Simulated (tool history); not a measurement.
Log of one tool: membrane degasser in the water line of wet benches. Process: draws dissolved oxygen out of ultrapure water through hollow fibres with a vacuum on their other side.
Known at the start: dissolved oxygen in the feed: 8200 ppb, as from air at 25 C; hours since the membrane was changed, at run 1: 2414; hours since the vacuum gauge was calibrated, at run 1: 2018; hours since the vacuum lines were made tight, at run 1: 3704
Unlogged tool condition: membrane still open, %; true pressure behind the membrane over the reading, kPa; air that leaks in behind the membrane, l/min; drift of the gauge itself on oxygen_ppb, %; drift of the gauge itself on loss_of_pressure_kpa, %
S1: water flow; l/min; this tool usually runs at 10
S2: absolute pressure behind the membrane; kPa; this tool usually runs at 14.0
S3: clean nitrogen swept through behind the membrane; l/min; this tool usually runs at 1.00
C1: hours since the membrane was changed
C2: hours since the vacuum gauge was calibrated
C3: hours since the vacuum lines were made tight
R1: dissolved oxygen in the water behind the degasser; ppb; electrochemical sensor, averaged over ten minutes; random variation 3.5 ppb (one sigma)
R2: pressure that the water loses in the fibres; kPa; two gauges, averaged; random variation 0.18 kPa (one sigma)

run,day,S1,S2,S3,C1,C2,C3,R1,R2
1,0.000,10,14.0,1.00,2414,2018,3704,349.0,32.34
2,8.675,10,14.0,1.00,2622,2226,3913,351.9,32.21
3,17.954,10,14.0,1.00,2845,2449,4135,352.9,32.35
# day 18.800: seals of the vacuum lines changed
4,24.629,10,14.0,1.00,3003,2607,140,350.1,31.96
5,31.079,10,16.6,1.00,3158,2762,295,400.1,31.67
6,36.242,10,14.0,1.00,3282,2886,419,354.4,32.30
7,42.233,10,14.0,1.00,3425,3029,562,351.2,31.95
8,46.392,10,14.0,1.00,3525,3129,662,355.6,31.82
# day 52.588: vacuum gauge calibrated
9,53.592,10,14.0,1.00,3698,24,834,354.4,32.31
10,60.038,10,14.0,1.00,3852,179,989,353.4,32.02
11,68.658,10,14.0,1.00,4059,386,1196,348.5,32.06
12,75.171,10,11.8,1.00,4215,542,1352,301.4,31.87
13,80.112,10,11.8,1.00,4334,661,1471,303.8,31.72
14,88.946,10,11.8,0.78,4546,873,1683,347.9,31.91
15,93.517,12,16.6,0.49,4656,982,1793,828.7,37.81
16,99.942,12,16.6,0.49,4810,1136,1947,812.0,37.90
17,104.938,10,34.0,1.77,4930,1256,2067,510.4,31.48
18,113.958,8,14.0,2.01,5146,1473,2283,156.4,25.11
# day 117.038: gauge calibrated
19,120.721,8,14.0,2.01,5309,1635,2446,157.7,25.90
20,127.717,8,14.0,2.01,5477,1803,2613,157.0,25.75
21,136.679,11,29.2,0.74,5692,2018,2829,940.4,35.56
22,145.871,11,32.5,0.74,5912,2239,3049,1011.5,35.43
23,155.075,11,32.5,1.27,6133,2460,3270,701.1,35.28
24,159.475,11,32.5,1.27,6239,2565,3376,682.3,35.10
25,166.429,11,32.5,1.27,6406,2732,3543,695.2,35.07
26,175.008,6,20.0,1.51,6612,2938,3748,178.0,19.26
27,181.992,12,23.6,2.24,6779,3106,3916,429.8,38.66
28,187.596,8,18.9,0.46,6914,3240,4051,635.5,25.35

Forecast each of these 4 alternatives for the next run:
# day 189.392: vacuum gauge calibrated
# day 192.121: seals of the vacuum lines changed
A,193.221,10,29.6,0.44,7046,90,26,?,?
# day 189.392: vacuum gauge calibrated
# day 192.121: seals of the vacuum lines changed
B,193.221,10,14.0,0.69,7046,90,26,?,?
# day 189.392: vacuum gauge calibrated
# day 192.121: seals of the vacuum lines changed
C,193.221,15,16.6,1.87,7046,90,26,?,?
# day 189.392: vacuum gauge calibrated
# day 192.121: seals of the vacuum lines changed
D,193.221,10,11.9,1.00,7046,90,26,?,?

run,R1,R2
A,1244.4,31.70
B,441.1,31.68
C,545.6,47.54
D,308.9,31.78
With the hidden condition removed and each run's random variation left untouched, the same runs would have given:
run,R1,R2
A,1244.1,32.28
B,440.8,32.27
C,544.8,48.42
D,308.5,32.36
